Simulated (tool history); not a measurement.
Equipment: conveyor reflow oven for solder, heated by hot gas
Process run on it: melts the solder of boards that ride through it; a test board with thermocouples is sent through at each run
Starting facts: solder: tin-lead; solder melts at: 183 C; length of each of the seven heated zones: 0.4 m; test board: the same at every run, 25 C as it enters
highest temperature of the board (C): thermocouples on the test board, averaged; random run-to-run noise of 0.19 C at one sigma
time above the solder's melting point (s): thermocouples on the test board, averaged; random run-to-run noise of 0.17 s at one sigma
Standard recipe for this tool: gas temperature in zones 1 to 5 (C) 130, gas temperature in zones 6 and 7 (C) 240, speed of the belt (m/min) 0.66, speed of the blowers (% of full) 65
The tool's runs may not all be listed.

| run | hour | gas temperature in zones 1 to 5 (C) | gas temperature in zones 6 and 7 (C) | speed of the belt (m/min) | speed of the blowers (% of full) | highest temperature of the board (C) | time above the solder's melting point (s) |
|---|---|---|---|---|---|---|---|
| 1 | 0 | 130 | 240 | 0.66 | 65 | 214.4 | 48.6 |
| 2 | 19.9 | 143 | 240 | 0.66 | 65 | 217.4 | 55.4 |
| 3 | 45.7 | 130 | 240 | 0.607 | 65 | 216.6 | 56.1 |
| 4 | 60 | 130 | 240 | 0.607 | 65 | 216.9 | 55.8 |
| 5 | 77.1 | 130 | 240 | 0.607 | 65 | 217 | 55.7 |
| 6 | 89.6 | 130 | 240 | 0.607 | 65 | 216.7 | 56.1 |
| 7 | 102 | 130 | 240 | 0.607 | 65 | 216.5 | 55.6 |
| 8 | 125.9 | 130 | 240 | 0.607 | 65 | 216.1 | 55.6 |
| 9 | 138.5 | 130 | 240 | 0.607 | 65 | 216.5 | 55.3 |
| 10 | 154.9 | 130 | 240 | 0.607 | 65 | 216.2 | 55.4 |
| 11 | 176.9 | 130 | 240 | 0.607 | 65 | 216.1 | 55.1 |
|  | 191.1 | thermocouples of zones 6 and 7 changed |
| 12 | 195.2 | 130 | 240 | 0.607 | 57 | 214 | 52.6 |
| 13 | 218.4 | 130 | 240 | 0.607 | 57 | 213.6 | 52.7 |
| 14 | 237.5 | 130 | 240 | 0.607 | 57 | 213.4 | 52.6 |
| 15 | 261.4 | 130 | 240 | 0.607 | 57 | 213.6 | 52.3 |
| 16 | 277.9 | 130 | 252 | 0.607 | 57 | 223.2 | 60.8 |
| 17 | 302.5 | 126 | 240 | 0.66 | 65 | 212 | 45.8 |
| 18 | 320.4 | 126 | 239 | 0.66 | 56 | 206.6 | 40 |
|  | 327.4 | flux residue cleaned out of gas plates and filters |
| 19 | 349.5 | 130 | 240 | 0.66 | 51 | 208.5 | 42.8 |
| 20 | 368 | 130 | 248 | 0.664 | 86 | 229.7 | 60.1 |
| 21 | 384.7 | 130 | 248 | 0.664 | 86 | 229.5 | 60.3 |
| 22 | 408.5 | 130 | 240 | 0.66 | 60 | 212.6 | 47.5 |
| 23 | 428.5 | 130 | 240 | 0.762 | 54 | 203 | 30.6 |
| 24 | 441.1 | 130 | 240 | 0.762 | 54 | 203 | 30.5 |
| 25 | 463.3 | 118 | 240 | 0.762 | 65 | 205.3 | 31.3 |
| 26 | 476.8 | 118 | 230 | 0.762 | 69 | 199.5 | 25.6 |
| 27 | 501.8 | 116 | 254 | 0.717 | 67 | 220 | 45.5 |
| 28 | 519.7 | 130 | 248 | 0.734 | 65 | 216.7 | 45 |
| 29 | 534.6 | 132 | 248 | 0.734 | 77 | 221.8 | 50 |
| 30 | 550.5 | 141 | 248 | 0.767 | 77 | 221.9 | 50.1 |

For some of the steps in highest temperature of the board (C) from one run to the next: how much would appear even if the tool had no hidden state, given the settings, what came in and random variation, and how much remains for the hidden state plus any gauge scatter that the measured result and the result without hidden state don't share?
Hidden state at play: heat that the gas passes to the board, % of a clean oven's; belt's true speed, % of the reading; true gas temperature in zones 6 and 7 over the reading, C; drift of the gauge itself on peak_c, C; drift of the gauge itself on liquid_s, %.
Run 11 -> 12: speed of the blowers (% of full) 65 -> 57, thermocouples of zones 6 and 7 changed. highest temperature of the board (C) -2.1: hidden state +1.3, all else -3.4.
Run 16 -> 17: gas temperature in zones 1 to 5 (C) 130 -> 126, gas temperature in zones 6 and 7 (C) 252 -> 240, speed of the belt (m/min) 0.607 -> 0.66, speed of the blowers (% of full) 57 -> 65. highest temperature of the board (C) -11.2: hidden state -0.6, all else -10.6.
Run 18 -> 19: gas temperature in zones 1 to 5 (C) 126 -> 130, gas temperature in zones 6 and 7 (C) 239 -> 240, speed of the blowers (% of full) 56 -> 51, flux residue cleaned out of gas plates and filters. highest temperature of the board (C) +1.9: hidden state +2.8, all else -0.9.
Run 19 -> 20: gas temperature in zones 6 and 7 (C) 240 -> 248, speed of the belt (m/min) 0.66 -> 0.664, speed of the blowers (% of full) 51 -> 86. highest temperature of the board (C) +21.2: hidden state -0.4, all else +21.6.
Run 21 -> 22: gas temperature in zones 6 and 7 (C) 248 -> 240, speed of the belt (m/min) 0.664 -> 0.66, speed of the blowers (% of full) 86 -> 60. highest temperature of the board (C) -16.9: hidden state +0, all else -16.9.
Run 26 -> 27: gas temperature in zones 1 to 5 (C) 118 -> 116, gas temperature in zones 6 and 7 (C) 230 -> 254, speed of the belt (m/min) 0.762 -> 0.717, speed of the blowers (% of full) 69 -> 67. highest temperature of the board (C) +20.5: hidden state -0.4, all else +20.9.

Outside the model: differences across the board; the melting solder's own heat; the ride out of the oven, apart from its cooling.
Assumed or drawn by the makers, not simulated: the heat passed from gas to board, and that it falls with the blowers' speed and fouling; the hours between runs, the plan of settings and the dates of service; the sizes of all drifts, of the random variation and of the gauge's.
